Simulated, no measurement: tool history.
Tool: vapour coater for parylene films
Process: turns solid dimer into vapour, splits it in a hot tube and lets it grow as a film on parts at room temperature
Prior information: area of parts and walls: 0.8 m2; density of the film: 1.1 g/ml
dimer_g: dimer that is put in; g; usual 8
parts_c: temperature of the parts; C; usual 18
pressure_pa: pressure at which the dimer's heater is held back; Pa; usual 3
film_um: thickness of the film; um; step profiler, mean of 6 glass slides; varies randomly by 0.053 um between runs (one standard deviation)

run   hour  dimer_g  parts_c  pressure_pa  film_um
  1      0        8       18            3     6.71
  2      9        8       18            3     6.58
  3   24.9        8       27            3     5.23
  4   40.5        8       27            3     5.15
  5     54        8       18            3     6.55
  6   62.3        8       18            3     6.59
      67.1  -- trap's valve overhauled
  7   79.4        8       18            3     6.35
  8   93.1        8       18            3     6.36
  9  103.8        8       18         5.57      6.1
 10  117.4        8       16         5.57     6.43
 11    126        5       12            3     4.59
 12  138.4        6       15            3     5.11
 13  157.4        5       18          5.6     3.75
     167.9  -- trap's valve overhauled, once more
 14  175.2        5       19         3.19     4.21
 15  186.9        5       19         3.19      4.2
 16  198.4        5       19         3.19      4.2
 17    207        4       18            3     3.43
 18  224.3        3       18         4.67     2.54

Consider 3 possible next runs. They are alternatives, not a sequence: every one starts from the tool as it was left by run 18. What does each give?
  A  234.2        7       18         4.35        ?
  B  234.2        3       13         4.67        ?
  C  234.2       12       18         4.67        ?

run  film_um
  A     5.88
  B      2.9
  C    10.01
Without the tool's hidden state the same runs would have given:
run  film_um
  A     5.98
  B     2.96
  C    10.19
